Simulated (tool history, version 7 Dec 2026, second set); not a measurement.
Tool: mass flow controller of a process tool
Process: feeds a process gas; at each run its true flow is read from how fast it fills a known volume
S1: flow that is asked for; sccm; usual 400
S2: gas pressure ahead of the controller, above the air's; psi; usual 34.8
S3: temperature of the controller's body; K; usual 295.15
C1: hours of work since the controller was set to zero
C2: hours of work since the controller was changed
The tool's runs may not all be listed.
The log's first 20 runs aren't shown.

run 21 hour=3783.2 | S1=114 S2=23.5 S3=295.15 | C1=6485 C2=6485 | true_flow_(%)=106.31
run 22 hour=3956.9 | S1=114 S2=23.5 S3=295.15 | C1=6579 C2=6579 | true_flow_(%)=106.34
run 23 hour=4237.4 | S1=114 S2=23.9 S3=296.15 | C1=6732 C2=6732 | true_flow_(%)=106.35
run 24 hour=4444.1 | S1=141 S2=21 S3=296.15 | C1=6845 C2=6845 | true_flow_(%)=105.46
run 25 hour=4621 | S1=75 S2=34.8 S3=303.15 | C1=6941 C2=6941 | true_flow_(%)=109.05
run 26 hour=4896.7 | S1=75 S2=34.8 S3=303.15 | C1=7091 C2=7091 | true_flow_(%)=109.46
run 27 hour=5031.3 | S1=94 S2=24.2 S3=300.15 | C1=7164 C2=7164 | true_flow_(%)=107.57
run 28 hour=5173.3 | S1=463 S2=21 S3=307.15 | C1=7241 C2=7241 | true_flow_(%)=103.57
run 29 hour=5351 | S1=463 S2=21 S3=307.15 | C1=7338 C2=7338 | true_flow_(%)=103.58
run 30 hour=5562.3 | S1=61 S2=34.8 S3=299.15 | C1=7453 C2=7453 | true_flow_(%)=112.33

Forecast each of these 3 alternatives for the next run:
run A hour=5847.2 | S1=69 S2=30.7 S3=295.15 | C1=7608 C2=7608 | true_flow_(%)=?
run B hour=5847.2 | S1=325 S2=34.8 S3=295.15 | C1=7608 C2=7608 | true_flow_(%)=?
run C hour=5847.2 | S1=287 S2=34.5 S3=297.15 | C1=7608 C2=7608 | true_flow_(%)=?

run=A true_flow_(%)=111.71
run=B true_flow_(%)=105.71
run=C true_flow_(%)=105.45
Without the tool's hidden state the same runs would have given:
run=A true_flow_(%)=98.18
run=B true_flow_(%)=99.74
run=C true_flow_(%)=99.22
